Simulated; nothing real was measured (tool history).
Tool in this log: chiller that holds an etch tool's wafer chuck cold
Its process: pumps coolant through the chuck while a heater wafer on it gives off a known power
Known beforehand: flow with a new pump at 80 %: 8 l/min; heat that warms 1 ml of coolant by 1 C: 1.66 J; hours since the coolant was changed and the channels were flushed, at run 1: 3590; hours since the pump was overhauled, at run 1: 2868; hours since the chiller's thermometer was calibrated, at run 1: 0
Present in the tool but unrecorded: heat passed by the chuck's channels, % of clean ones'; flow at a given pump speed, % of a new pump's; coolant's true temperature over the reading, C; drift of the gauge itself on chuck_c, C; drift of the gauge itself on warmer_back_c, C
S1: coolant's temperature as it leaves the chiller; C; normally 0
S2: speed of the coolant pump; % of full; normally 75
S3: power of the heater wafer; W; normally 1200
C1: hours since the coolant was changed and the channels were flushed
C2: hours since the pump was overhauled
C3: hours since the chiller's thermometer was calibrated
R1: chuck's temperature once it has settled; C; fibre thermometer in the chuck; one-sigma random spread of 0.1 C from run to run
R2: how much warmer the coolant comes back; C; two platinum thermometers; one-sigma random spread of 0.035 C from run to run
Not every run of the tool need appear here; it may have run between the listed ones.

run	hour	S1	S2	S3	C1	C2	C3	R1	R2
1	0.0	0	75	1200	3590	2868	0	9.6	5.86
2	102.9	0	75	1200	3693	2970	103	9.7	5.78
3	168.7	0	75	1200	3759	3036	169	9.6	5.80
4	236.7	-5	75	1200	3827	3104	237	4.7	5.87
5	281.6	-5	75	1200	3872	3149	282	4.7	5.78
6	335.1	0	75	1200	3925	3203	335	9.7	5.81
7	390.3	0	75	1374	3980	3258	390	10.7	6.71
8	440.1	0	75	1374	4030	3308	440	10.9	6.64
9	532.5	0	72	1200	4122	3400	532	9.9	6.08
10	630.3	0	75	1200	4220	3498	630	9.6	5.80
11	725.2	0	75	1200	4315	3593	725	9.6	5.76
12	827.0	0	75	1200	4417	3695	827	9.7	5.82
13	892.8	0	75	1200	4483	3760	893	9.7	5.79
14	978.5	0	75	1200	4568	3846	978	9.5	5.76
15	1057.3	0	75	1200	4647	3925	1057	9.6	5.79
16	1165.2	0	75	1200	4755	4033	1165	9.7	5.83
17	1217.3	0	75	1200	4807	4085	1217	9.6	5.75

Run 18, settings as shown, results not yet in. Your forecast:
18	1285.6	7	75	1200	4876	4153	1286	?	?

Run 18 gave R1 16.7 C, R2 5.82 C.
Were there no unlogged condition in the tool, this run, its random variation unchanged, would have produced R1 16.7 C, R2 5.81 C.

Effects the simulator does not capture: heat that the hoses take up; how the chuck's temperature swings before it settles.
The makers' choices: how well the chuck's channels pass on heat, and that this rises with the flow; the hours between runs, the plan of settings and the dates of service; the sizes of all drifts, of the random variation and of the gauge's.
